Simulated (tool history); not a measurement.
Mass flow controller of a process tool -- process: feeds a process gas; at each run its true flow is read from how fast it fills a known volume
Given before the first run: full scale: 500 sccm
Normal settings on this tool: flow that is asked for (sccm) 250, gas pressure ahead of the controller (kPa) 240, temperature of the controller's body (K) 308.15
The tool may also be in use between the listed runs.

run	day	flow that is asked for (sccm)	gas pressure ahead of the controller (kPa)	temperature of the controller's body (K)	true flow (%)
1	0	250	240	308.15	98.36
2	5.588	250	240	308.15	98.46
3	9.675	250	240	301.15	98.98
4	16.971	250	240	301.15	98.92
5	20.838	250	240	301.15	98.91
6	24.608	89	240	308.15	97.8
7	32.625	250	276	308.15	98.58
8	38.362	250	240	297.15	99.17
9	44.975	250	240	297.15	99.24
10	52.596	209	240	310.15	97.93
11	60.354	471	217	296.15	99.9
12	65.283	471	217	296.15	100
13	71.121	78	158	295.15	97.94
14	76.608	78	158	295.15	98.06
15	84.938	218	205	312.15	97.4

Forecast each of these 3 alternatives for the next run:
A	91.5	250	240	303.15	?
B	91.5	218	140	312.15	?
C	91.5	307	240	311.15	?

run	true flow (%)
A	98.6
B	97.12
C	98.23
With the hidden condition removed and each run's random variation left untouched, the same runs would have given:
run	true flow (%)
A	98.87
B	97.4
C	98.51
